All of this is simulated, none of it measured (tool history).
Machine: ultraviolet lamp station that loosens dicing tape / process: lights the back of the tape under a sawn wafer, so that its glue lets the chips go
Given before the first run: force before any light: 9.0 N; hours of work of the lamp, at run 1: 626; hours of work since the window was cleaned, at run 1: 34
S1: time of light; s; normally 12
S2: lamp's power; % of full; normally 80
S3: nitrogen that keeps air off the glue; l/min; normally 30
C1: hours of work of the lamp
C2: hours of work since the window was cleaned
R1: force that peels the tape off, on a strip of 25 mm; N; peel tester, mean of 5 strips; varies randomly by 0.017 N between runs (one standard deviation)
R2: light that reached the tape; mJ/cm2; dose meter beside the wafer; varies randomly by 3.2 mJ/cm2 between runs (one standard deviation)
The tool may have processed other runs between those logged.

run,hour,S1,S2,S3,C1,C2,R1,R2
1,0,12,80,30,626,34,1.488,359
2,45.3,13,80,30,658,66,1.389,374
3,70.8,13,80,12,676,84,2.148,363
4,91.3,12,80,30,690,99,1.778,329
5,125.3,12,80,30,714,123,1.849,317
6,147.1,12,80,30,730,138,1.904,306
7,181.1,12,80,30,754,162,1.984,299
8,225.6,12,80,30,785,194,2.16,284
# hour 250.4: window cleaned of glue's vapour
9,253.6,12,80,30,804,2,1.681,343
10,282.8,7,80,30,825,23,3.331,191
11,303,12,80,30,839,37,1.765,327
12,334,12,80,30,861,59,1.963,314
13,361.7,6,80,30,881,79,4.132,153
14,394.1,12,80,30,904,102,2.133,295
15,435.7,12,80,30,933,131,2.178,281
# hour 464.4: lamp changed
16,475.5,12,80,47,8,158,0.936,434
17,503.5,12,80,47,28,178,0.968,423
18,533.3,12,81,24,49,199,1.293,418

Run 19, settings as shown, results not yet in. Your forecast:
# hour 548.6: window cleaned of glue's vapour
19,573.7,12,81,22,77,18,?,?

Run 19 gave R1 1.045 N, R2 484 mJ/cm2.
Without the tool's hidden state the same run would have given R1 0.931 N, R2 514 mJ/cm2.
